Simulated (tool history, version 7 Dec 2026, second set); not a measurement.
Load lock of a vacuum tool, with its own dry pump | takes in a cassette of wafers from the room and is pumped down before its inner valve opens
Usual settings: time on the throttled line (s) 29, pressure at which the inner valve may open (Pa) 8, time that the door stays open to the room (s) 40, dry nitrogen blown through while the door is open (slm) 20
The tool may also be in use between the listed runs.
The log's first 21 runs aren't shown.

| run | day | time on the throttled line (s) | pressure at which the inner valve may open (Pa) | time that the door stays open to the room (s) | dry nitrogen blown through while the door is open (slm) | incoming humidity of the room's air, % | time from the closed door until the inner valve may open (s) | rise of the pressure with all valves shut (Pa/min) |
|---|---|---|---|---|---|---|---|---|
| 22 | 128.288 | 29 | 8 | 30 | 9 | 45.9 | 58.1 | 0.12 |
| 23 | 133.558 | 29 | 8 | 30 | 9 | 44.7 | 59 | 0.131 |
| 24 | 140.604 | 29 | 8 | 30 | 9 | 44.7 | 57.6 | 0.131 |
| 25 | 145.846 | 45 | 6 | 119 | 9 | 42.4 | 71.4 | 0.168 |
| 26 | 150.083 | 45 | 6 | 119 | 9 | 47.1 | 70.3 | 0.189 |
| 27 | 157.104 | 26 | 8 | 40 | 17 | 43.7 | 56.5 | 0.128 |
| 28 | 162.642 | 29 | 11 | 40 | 8 | 45.1 | 57.7 | 0.148 |
| 29 | 166.908 | 17 | 8 | 88 | 17 | 45.8 | 50.2 | 0.161 |
| 30 | 173.825 | 29 | 15 | 76 | 20 | 47 | 56.6 | 0.158 |
| 31 | 181.938 | 29 | 15 | 76 | 20 | 45.9 | 55.9 | 0.158 |
| 32 | 187.117 | 29 | 9 | 75 | 20 | 42.5 | 57.4 | 0.151 |
| 33 | 192.875 | 16 | 9 | 43 | 20 | 46.4 | 49.2 | 0.146 |
| 34 | 199.475 | 15 | 12 | 40 | 20 | 43.4 | 46.6 | 0.145 |
| 35 | 207.767 | 17 | 9 | 40 | 5 | 43.5 | 49.7 | 0.167 |
| 36 | 213.917 | 17 | 9 | 40 | 5 | 40.7 | 49.5 | 0.167 |
| 37 | 221.508 | 17 | 9 | 40 | 5 | 46 | 49.5 | 0.176 |

Forecast each of these 3 alternatives for the next run:
| A | 225.079 | 35 | 10 | 40 | 14 | 43.5 | ? | ? |
| B | 225.079 | 29 | 8 | 40 | 14 | 41.5 | ? | ? |
| C | 225.079 | 35 | 9 | 146 | 5 | 44.5 | ? | ? |

| run | time from the closed door until the inner valve may open (s) | rise of the pressure with all valves shut (Pa/min) |
|---|---|---|
| A | 62 | 0.158 |
| B | 59.1 | 0.158 |
| C | 62.1 | 0.251 |
Without the tool's hidden state the same runs would have given:
| run | time from the closed door until the inner valve may open (s) | rise of the pressure with all valves shut (Pa/min) |
|---|---|---|
| A | 59.2 | 0.037 |
| B | 56 | 0.039 |
| C | 59.3 | 0.129 |
